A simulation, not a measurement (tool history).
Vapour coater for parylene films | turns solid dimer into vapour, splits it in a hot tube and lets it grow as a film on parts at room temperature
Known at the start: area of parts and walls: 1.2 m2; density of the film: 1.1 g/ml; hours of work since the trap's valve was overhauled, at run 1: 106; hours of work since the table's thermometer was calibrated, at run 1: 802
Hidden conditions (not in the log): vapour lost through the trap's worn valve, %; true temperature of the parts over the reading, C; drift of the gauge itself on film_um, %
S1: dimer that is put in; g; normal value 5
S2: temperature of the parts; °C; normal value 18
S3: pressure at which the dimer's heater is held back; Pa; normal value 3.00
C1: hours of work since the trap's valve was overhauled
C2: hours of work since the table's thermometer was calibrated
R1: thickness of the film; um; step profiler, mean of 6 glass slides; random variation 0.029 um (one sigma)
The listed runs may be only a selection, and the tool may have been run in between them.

| run | hour | S1 | S2 | S3 | C1 | C2 | R1 |
|---|---|---|---|---|---|---|---|
| 1 | 0.0 | 5 | 18 | 3.00 | 106 | 802 | 2.58 |
| 2 | 18.6 | 5 | 18 | 3.00 | 123 | 819 | 2.51 |
| 3 | 45.6 | 5 | 21 | 3.00 | 147 | 843 | 2.35 |
| 4 | 71.9 | 5 | 21 | 3.00 | 170 | 866 | 2.30 |
| 5 | 89.8 | 5 | 18 | 3.00 | 186 | 882 | 2.53 |
| 6 | 118.1 | 5 | 18 | 3.00 | 211 | 907 | 2.56 |
| 7 | 150.5 | 6 | 18 | 3.00 | 240 | 936 | 3.00 |
| 8 | 182.6 | 6 | 18 | 3.00 | 268 | 965 | 3.05 |
| 9 | 208.8 | 6 | 18 | 3.00 | 292 | 988 | 2.96 |
| 10 | 237.5 | 6 | 18 | 3.00 | 317 | 1013 | 2.96 |
| 11 | 255.3 | 6 | 18 | 3.00 | 333 | 1029 | 2.99 |
| 12 | 287.1 | 6 | 18 | 3.00 | 361 | 1058 | 2.96 |
| 13 | 304.0 | 5 | 18 | 5.56 | 376 | 1073 | 2.13 |
| 14 | 339.1 | 5 | 18 | 5.56 | 407 | 1104 | 2.12 |
| 15 | 361.3 | 5 | 18 | 5.56 | 427 | 1123 | 2.14 |
| 16 | 392.9 | 5 | 18 | 5.56 | 455 | 1152 | 2.10 |
| 17 | 425.0 | 5 | 18 | 5.56 | 484 | 1180 | 2.06 |
| 18 | 460.6 | 5 | 18 | 5.56 | 516 | 1212 | 2.09 |
| 19 | 483.9 | 3 | 19 | 3.00 | 536 | 1232 | 1.37 |
| 20 | 504.2 | 7 | 11 | 2.12 | 554 | 1250 | 4.57 |
| 21 | 521.9 | 2 | 11 | 2.12 | 570 | 1266 | 1.27 |
| 22 | 537.5 | 2 | 18 | 2.12 | 584 | 1280 | 1.05 |
| 23 | 566.7 | 5 | 22 | 7.57 | 610 | 1306 | 1.66 |
| 24 | 582.4 | 5 | 12 | 4.73 | 624 | 1320 | 2.55 |
|  | 591.0 | trap's valve overhauled |
| 25 | 604.4 | 5 | 18 | 2.69 | 12 | 1336 | 2.63 |
| 26 | 636.8 | 5 | 15 | 2.59 | 41 | 1365 | 2.96 |
| 27 | 663.1 | 8 | 23 | 2.52 | 64 | 1388 | 3.64 |
| 28 | 687.1 | 8 | 23 | 2.52 | 85 | 1410 | 3.56 |
| 29 | 719.7 | 8 | 23 | 2.52 | 114 | 1439 | 3.55 |
| 30 | 738.4 | 2 | 21 | 3.43 | 131 | 1455 | 0.87 |
| 31 | 760.1 | 2 | 21 | 3.43 | 150 | 1474 | 0.89 |
| 32 | 779.3 | 2 | 21 | 3.43 | 167 | 1491 | 0.87 |
| 33 | 814.2 | 2 | 21 | 3.43 | 198 | 1522 | 0.86 |
| 34 | 843.8 | 3 | 12 | 3.00 | 225 | 1549 | 1.80 |
| 35 | 858.3 | 3 | 12 | 3.00 | 238 | 1562 | 1.79 |
| 36 | 886.8 | 3 | 12 | 3.00 | 263 | 1587 | 1.85 |

Forecast each of these 4 alternatives for the next run:
| A | 918.2 | 4 | 26 | 8.74 | 291 | 1615 | ? |
| B | 918.2 | 9 | 12 | 5.91 | 291 | 1615 | ? |
| C | 918.2 | 5 | 25 | 3.00 | 291 | 1615 | ? |
| D | 918.2 | 3 | 26 | 10.22 | 291 | 1615 | ? |

| run | R1 |
|---|---|
| A | 1.22 |
| B | 4.64 |
| C | 1.91 |
| D | 0.88 |
With the hidden condition removed and each run's random variation left untouched, the same runs would have given:
| run | R1 |
|---|---|
| A | 1.34 |
| B | 5.08 |
| C | 2.09 |
| D | 0.97 |
